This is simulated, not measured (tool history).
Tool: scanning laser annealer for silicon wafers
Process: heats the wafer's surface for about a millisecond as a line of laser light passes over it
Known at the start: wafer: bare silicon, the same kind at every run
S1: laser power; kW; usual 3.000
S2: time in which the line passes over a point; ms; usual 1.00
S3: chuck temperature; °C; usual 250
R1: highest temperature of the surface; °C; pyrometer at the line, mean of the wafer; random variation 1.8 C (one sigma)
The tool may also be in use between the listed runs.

Run 1, day 0.000: usual settings. Result: R1 1040 °C.
Run 2, day 0.925: usual settings. Result: R1 1034 °C.
Run 3, day 2.158: usual settings. Result: R1 1032 °C.
Run 4, day 4.054: usual settings. Result: R1 1031 °C.
Run 5, day 5.733: usual settings. Result: R1 1027 °C.
Run 6, day 7.550: usual settings. Result: R1 1022 °C.
Run 7, day 8.392: usual settings. Result: R1 1021 °C.
Run 8, day 9.633: usual settings. Result: R1 1023 °C.
Run 9, day 10.871: usual settings. Result: R1 1017 °C.
Run 10, day 12.058: usual settings. Result: R1 1019 °C.
Run 11, day 13.154: usual settings. Result: R1 1018 °C.
Run 12, day 14.358: usual settings. Result: R1 1017 °C.
Run 13, day 15.642: usual settings. Result: R1 1014 °C.
Run 14, day 16.979: usual settings but S2 1.23 ms. Result: R1 1107 °C.
Run 15, day 18.871: usual settings but S2 1.24 ms, S3 219 °C. Result: R1 1096 °C.
Run 16, day 20.125: usual settings but S2 1.24 ms, S3 219 °C. Result: R1 1149 °C.
Run 17, day 21.588: usual settings but S1 3.023 kW, S2 0.86 ms, S3 214 °C. Result: R1 975 °C.
Run 18, day 22.983: usual settings but S2 1.11 ms. Result: R1 1120 °C.
Run 19, day 24.429: usual settings but S2 1.11 ms. Result: R1 1115 °C.
Run 20, day 26.275: usual settings but S2 1.11 ms. Result: R1 1115 °C.
Run 21, day 27.767: usual settings but S2 1.11 ms. Result: R1 1110 °C.
Run 22, day 29.704: usual settings but S2 1.11 ms. Result: R1 1111 °C.
Run 23, day 30.833: usual settings but S1 2.777 kW, S2 0.92 ms. Result: R1 947 °C.
Run 24, day 32.512: usual settings but S1 2.777 kW, S2 0.92 ms. Result: R1 945 °C.
Run 25, day 33.292: usual settings but S1 2.777 kW, S2 0.92 ms. Result: R1 942 °C.
Run 26, day 35.012: usual settings but S1 3.161 kW, S2 0.97 ms, S3 212 °C. Result: R1 1059 °C.
Run 27, day 35.975: usual settings but S1 3.247 kW, S2 0.84 ms, S3 217 °C. Result: R1 1027 °C.

Not shown: 2 entries that the log had between the listed runs. Between which runs, and how does the tool's hidden state differ before and after?
Between runs 14 and 15: optics aligned, line set to its width (day 17.833)
  light that passes the window, % of a clean one's: 95.88 -> 95.69; laser's true power over the reading, %: 0.55 -> 0.57; width of the line over the set one, %: 3 -> 0.13
  measured less the result without the state, R1: -64 -> -47 °C
Between runs 15 and 16: window over the wafer cleaned (day 19.471)
  light that passes the window, % of a clean one's: 95.69 -> 99.92; width of the line over the set one, %: 0.13 -> 0.16
  measured less the result without the state, R1: -47 -> +5 °C
